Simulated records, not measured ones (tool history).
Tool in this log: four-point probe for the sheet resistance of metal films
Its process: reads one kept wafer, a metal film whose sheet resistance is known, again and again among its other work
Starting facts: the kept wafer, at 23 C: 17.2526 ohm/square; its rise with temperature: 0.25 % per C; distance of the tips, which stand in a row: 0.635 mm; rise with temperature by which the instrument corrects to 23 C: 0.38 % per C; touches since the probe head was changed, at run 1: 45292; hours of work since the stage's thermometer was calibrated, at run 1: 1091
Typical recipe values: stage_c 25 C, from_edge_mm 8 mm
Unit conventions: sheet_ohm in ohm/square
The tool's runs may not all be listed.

run	hour	stage_c	from_edge_mm	touches since the probe head was changed	hours of work since the stage's thermometer was calibrated	sheet_ohm
1	0	25	8	45292	1091	17.283964
2	51.9	25	8	47262	1130	17.284379
3	96.5	25	52	48953	1164	17.227188
4	144	23	8	50757	1200	17.323571
5	185	25	8	52310	1231	17.288283
6	216.9	25	8	53520	1255	17.288378
7	261.5	25	8	55214	1289	17.281396
8	293.2	19	8	56417	1313	17.424605
9	353.7	19	8	58712	1358	17.424269
10	398.4	19	8	60409	1392	17.424935
11	437.3	19	8	61884	1422	17.420951
12	493	20	8	63997	1464	17.397136
13	549.7	20	8	66149	1507	17.405701
14	580.2	20	8	67303	1530	17.40491
15	637.2	25	6	69466	1573	17.329067
16	690.5	25	6	71488	1613	17.330489
17	732.5	25	8	73083	1645	17.291159
18	779.9	25	11	74881	1681	17.259819
19	828.2	25	11	76713	1717	17.264411
20	875.8	25	8	78521	1753	17.28962
21	927.7	25	8	80489	1792	17.294396
22	988.2	25	8	82785	1838	17.294121
23	1046.9	25	8	85009	1882	17.295728
24	1109	26	73	87367	1929	17.209196
25	1134.2	19	73	88323	1948	17.366351
26	1186.3	26	21	90301	1988	17.221583
# hour 1220.2: stage's thermometer calibrated
27	1239	19	20	92279	14	17.401927
28	1268.3	19	41	93392	36	17.39751
29	1326.4	19	41	95596	80	17.394703
30	1354.7	19	41	96667	102	17.399766
31	1382.8	21	12	97735	123	17.370094
32	1438.3	30	6	99842	165	17.25376
33	1485.8	27	22	101643	201	17.226318
34	1526.8	27	22	103197	232	17.227675
35	1564.2	20	8	104617	260	17.4299
36	1608.1	26	11	106282	293	17.267434
37	1669.4	24	8	108610	340	17.342805
38	1718.7	19	18	110478	377	17.401864
39	1761.3	19	49	112096	409	17.394907
40	1814.6	27	3	114115	449	17.617314
41	1876.5	27	3	116464	496	17.623928
42	1929.2	27	3	118463	536	17.627511
43	1983.9	27	3	120540	577	17.626502
44	2041.3	21	4	122718	621	17.582025

The logged runs with the hidden state left out (each run's random variation unchanged):
Hidden conditions of the tool in this case: inner tips' distance over the nominal, %; tips' flats over new ones', %; wafer's true temperature over the reading, C; drift of the gauge itself on sheet_ohm, %.
run	sheet_ohm
1	17.263294
2	17.263509
3	17.206252
4	17.302558
5	17.267167
6	17.26719
7	17.260136
8	17.403403
9	17.40289
10	17.403416
11	17.399409
12	17.375423
13	17.383836
14	17.382954
15	17.306754
16	17.308072
17	17.268752
18	17.23737
19	17.24183
20	17.26698
21	17.271643
22	17.271242
23	17.272698
24	17.185995
25	17.343337
26	17.198253
27	17.350217
28	17.345712
29	17.342752
30	17.347763
31	17.318135
32	17.202027
33	17.174628
34	17.175842
35	17.37746
36	17.215238
37	17.290335
38	17.34914
39	17.342087
40	17.563674
41	17.570121
42	17.573583
43	17.572434
44	17.528009
